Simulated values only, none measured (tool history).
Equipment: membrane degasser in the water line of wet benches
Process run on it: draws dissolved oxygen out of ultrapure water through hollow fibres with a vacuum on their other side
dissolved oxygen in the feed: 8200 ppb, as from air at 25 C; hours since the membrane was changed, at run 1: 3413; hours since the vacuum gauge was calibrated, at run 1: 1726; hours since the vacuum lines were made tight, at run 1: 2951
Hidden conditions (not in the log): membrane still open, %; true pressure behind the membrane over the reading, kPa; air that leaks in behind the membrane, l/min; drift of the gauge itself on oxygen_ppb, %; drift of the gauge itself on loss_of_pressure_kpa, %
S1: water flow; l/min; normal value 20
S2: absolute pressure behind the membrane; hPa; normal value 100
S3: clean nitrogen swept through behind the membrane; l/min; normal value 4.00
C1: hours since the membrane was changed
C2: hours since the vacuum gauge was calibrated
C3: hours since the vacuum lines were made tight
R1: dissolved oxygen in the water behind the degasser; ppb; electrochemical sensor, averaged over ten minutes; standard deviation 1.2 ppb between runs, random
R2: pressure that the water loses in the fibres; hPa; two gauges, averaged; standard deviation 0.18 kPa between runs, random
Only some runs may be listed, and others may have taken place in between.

| run | hour | S1 | S2 | S3 | C1 | C2 | C3 | R1 | R2 |
|---|---|---|---|---|---|---|---|---|---|
| 1 | 0.0 | 20 | 100 | 4.00 | 3413 | 1726 | 2951 | 119.0 | 306.2 |
| 2 | 72.1 | 20 | 100 | 4.00 | 3485 | 1798 | 3023 | 119.5 | 304.8 |
| 3 | 123.6 | 20 | 100 | 4.00 | 3537 | 1850 | 3074 | 119.1 | 305.8 |
| 4 | 175.8 | 20 | 100 | 4.00 | 3589 | 1902 | 3126 | 120.2 | 305.7 |
| 5 | 235.7 | 20 | 100 | 4.00 | 3649 | 1962 | 3186 | 123.7 | 305.7 |
| 6 | 304.7 | 20 | 100 | 4.00 | 3718 | 2031 | 3255 | 118.4 | 305.4 |
| 7 | 361.0 | 20 | 100 | 4.26 | 3774 | 2087 | 3312 | 114.4 | 305.9 |
| 8 | 445.2 | 18 | 100 | 4.00 | 3858 | 2171 | 3396 | 99.3 | 274.9 |
| 9 | 519.9 | 18 | 100 | 4.00 | 3933 | 2246 | 3471 | 97.7 | 272.8 |
| 10 | 587.3 | 18 | 100 | 4.00 | 4000 | 2313 | 3538 | 98.5 | 275.5 |
| 11 | 670.9 | 18 | 100 | 4.00 | 4084 | 2397 | 3621 | 100.3 | 274.2 |
| 12 | 743.1 | 18 | 86 | 4.00 | 4156 | 2469 | 3694 | 82.5 | 273.5 |
| 13 | 801.3 | 18 | 86 | 4.00 | 4214 | 2527 | 3752 | 85.1 | 279.8 |
| 14 | 853.9 | 20 | 115 | 4.00 | 4267 | 2580 | 3804 | 138.3 | 307.5 |
| 15 | 891.5 | 25 | 166 | 4.00 | 4304 | 2617 | 3842 | 279.2 | 382.4 |
| 16 | 972.6 | 20 | 100 | 4.00 | 4386 | 2699 | 3923 | 119.4 | 306.4 |
| 17 | 1029.1 | 20 | 130 | 4.67 | 4442 | 2755 | 3980 | 140.3 | 308.3 |
| 18 | 1094.2 | 20 | 130 | 4.67 | 4507 | 2820 | 4045 | 141.6 | 306.2 |
|  | 1114.3 | seals of the vacuum lines changed |
| 19 | 1161.1 | 21 | 130 | 2.71 | 4572 | 2885 | 47 | 226.8 | 322.3 |
| 20 | 1231.0 | 19 | 107 | 1.86 | 4642 | 2955 | 117 | 209.4 | 291.8 |
| 21 | 1315.3 | 16 | 96 | 9.91 | 4726 | 3039 | 201 | 41.1 | 245.4 |
| 22 | 1398.6 | 16 | 96 | 9.91 | 4810 | 3123 | 284 | 40.3 | 245.2 |
| 23 | 1440.0 | 16 | 96 | 9.91 | 4851 | 3164 | 326 | 40.9 | 245.2 |
| 24 | 1507.0 | 15 | 100 | 5.00 | 4918 | 3231 | 393 | 61.5 | 231.1 |
| 25 | 1559.3 | 13 | 92 | 8.22 | 4970 | 3283 | 445 | 29.4 | 201.5 |
| 26 | 1601.3 | 15 | 100 | 3.49 | 5012 | 3325 | 487 | 82.5 | 229.2 |
|  | 1632.4 | vacuum gauge calibrated |
| 27 | 1652.9 | 18 | 163 | 4.04 | 5063 | 20 | 538 | 166.1 | 275.8 |

How the hidden state differs across the entries between the runs, from the last listed run before each to the first after it:
From run 18 to run 19: seals of the vacuum lines changed (hour 1114.3)
  air that leaks in behind the membrane, l/min: 0.0022 -> 0.002
From run 26 to run 27: vacuum gauge calibrated (hour 1632.4)
  both runs share identical hidden conditions
